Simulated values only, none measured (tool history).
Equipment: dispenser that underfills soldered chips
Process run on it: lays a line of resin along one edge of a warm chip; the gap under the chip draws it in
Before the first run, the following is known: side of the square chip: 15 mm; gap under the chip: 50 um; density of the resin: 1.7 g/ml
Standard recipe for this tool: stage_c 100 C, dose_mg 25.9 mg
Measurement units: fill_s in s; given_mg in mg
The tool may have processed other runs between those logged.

run 1 hour=0.0 | stage_c=100 dose_mg=25.9 | fill_s=436.7 given_mg=24.81
-- hour=2.6 new syringe of resin
run 2 hour=9.4 | stage_c=100 dose_mg=25.9 | fill_s=440.8 given_mg=24.65
-- hour=11.6 new syringe of resin
run 3 hour=16.5 | stage_c=104 dose_mg=25.9 | fill_s=366.9 given_mg=24.69
-- hour=21.0 new syringe of resin
run 4 hour=22.7 | stage_c=104 dose_mg=25.4 | fill_s=300.3 given_mg=24.05
-- hour=30.1 new syringe of resin
run 5 hour=32.7 | stage_c=100 dose_mg=25.9 | fill_s=365.8 given_mg=24.28
run 6 hour=36.8 | stage_c=100 dose_mg=25.9 | fill_s=446.3 given_mg=24.20
-- hour=39.5 new syringe of resin
run 7 hour=44.9 | stage_c=100 dose_mg=25.9 | fill_s=418.0 given_mg=24.05
-- hour=48.7 new syringe of resin
run 8 hour=52.4 | stage_c=100 dose_mg=25.9 | fill_s=378.7 given_mg=24.03
-- hour=57.9 new syringe of resin
run 9 hour=61.4 | stage_c=100 dose_mg=25.9 | fill_s=365.9 given_mg=23.83
-- hour=67.4 new syringe of resin
run 10 hour=69.8 | stage_c=100 dose_mg=27.8 | fill_s=342.9 given_mg=25.44
-- hour=76.6 new syringe of resin
run 11 hour=76.6 | stage_c=100 dose_mg=25.9 | fill_s=320.7 given_mg=23.53
run 12 hour=82.0 | stage_c=100 dose_mg=25.9 | fill_s=426.1 given_mg=23.45
-- hour=86.3 new syringe of resin
run 13 hour=91.0 | stage_c=100 dose_mg=25.9 | fill_s=400.7 given_mg=23.45
-- hour=95.9 new syringe of resin
run 14 hour=98.7 | stage_c=100 dose_mg=26.5 | fill_s=362.0 given_mg=23.86
run 15 hour=102.9 | stage_c=100 dose_mg=26.5 | fill_s=450.7 given_mg=23.75
-- hour=105.6 new syringe of resin
run 16 hour=110.9 | stage_c=100 dose_mg=26.5 | fill_s=401.7 given_mg=23.77
-- hour=114.8 new syringe of resin
run 17 hour=117.3 | stage_c=100 dose_mg=26.5 | fill_s=365.0 given_mg=23.54
-- hour=123.8 new syringe of resin
run 18 hour=123.9 | stage_c=104 dose_mg=25.9 | fill_s=281.0 given_mg=23.04
run 19 hour=132.2 | stage_c=106 dose_mg=22.2 | fill_s=437.9 given_mg=19.63
-- hour=133.2 new syringe of resin
run 20 hour=141.1 | stage_c=106 dose_mg=22.2 | fill_s=437.9 given_mg=19.38
-- hour=142.7 new syringe of resin
run 21 hour=145.8 | stage_c=87 dose_mg=22.2 | fill_s=620.9 given_mg=19.59
-- hour=149.2 dispensing valve cleaned and set on the balance
-- hour=152.9 new syringe of resin
run 22 hour=156.5 | stage_c=108 dose_mg=22.8 | fill_s=298.5 given_mg=22.76
-- hour=162.4 new syringe of resin
run 23 hour=164.2 | stage_c=108 dose_mg=22.8 | fill_s=278.1 given_mg=22.60
run 24 hour=168.4 | stage_c=88 dose_mg=33.0 | fill_s=590.8 given_mg=32.95
-- hour=171.4 new syringe of resin
run 25 hour=175.6 | stage_c=96 dose_mg=25.5 | fill_s=438.2 given_mg=25.03
-- hour=181.0 new syringe of resin
run 26 hour=185.8 | stage_c=96 dose_mg=22.4 | fill_s=474.8 given_mg=21.86
-- hour=190.2 new syringe of resin
run 27 hour=193.4 | stage_c=100 dose_mg=32.2 | fill_s=349.5 given_mg=31.29
-- hour=199.8 new syringe of resin
run 28 hour=202.7 | stage_c=100 dose_mg=32.2 | fill_s=348.7 given_mg=31.16
-- hour=208.9 new syringe of resin
run 29 hour=209.9 | stage_c=85 dose_mg=29.8 | fill_s=495.3 given_mg=28.84
-- hour=218.4 new syringe of resin
run 30 hour=219.4 | stage_c=100 dose_mg=33.6 | fill_s=307.8 given_mg=32.43
run 31 hour=226.8 | stage_c=100 dose_mg=33.6 | fill_s=444.2 given_mg=32.10
-- hour=227.8 new syringe of resin
run 32 hour=235.2 | stage_c=92 dose_mg=22.5 | fill_s=628.7 given_mg=21.52
-- hour=236.8 new syringe of resin
run 33 hour=244.3 | stage_c=100 dose_mg=26.2 | fill_s=465.0 given_mg=24.91
-- hour=246.5 new syringe of resin
run 34 hour=254.1 | stage_c=100 dose_mg=26.2 | fill_s=452.4 given_mg=24.69
-- hour=255.8 new syringe of resin
run 35 hour=264.4 | stage_c=100 dose_mg=26.2 | fill_s=478.7 given_mg=24.54
-- hour=265.5 new syringe of resin
run 36 hour=271.1 | stage_c=100 dose_mg=26.2 | fill_s=412.6 given_mg=24.28

Branching from run 36: 3 alternative next runs. What would each branch give?
-- hour=274.5 new syringe of resin
run A hour=279.5 | stage_c=100 dose_mg=27.0 | fill_s=? given_mg=?
-- hour=274.5 new syringe of resin
run B hour=279.5 | stage_c=108 dose_mg=33.0 | fill_s=? given_mg=?
-- hour=274.5 new syringe of resin
run C hour=279.5 | stage_c=106 dose_mg=24.2 | fill_s=? given_mg=?

run=A fill_s=410.6 given_mg=24.93
run=B fill_s=303.0 given_mg=30.51
run=C fill_s=346.1 given_mg=22.42
Had the tool no hidden state, the same runs would have come out as:
run=A fill_s=320.0 given_mg=26.93
run=B fill_s=238.5 given_mg=32.95
run=C fill_s=266.7 given_mg=24.22
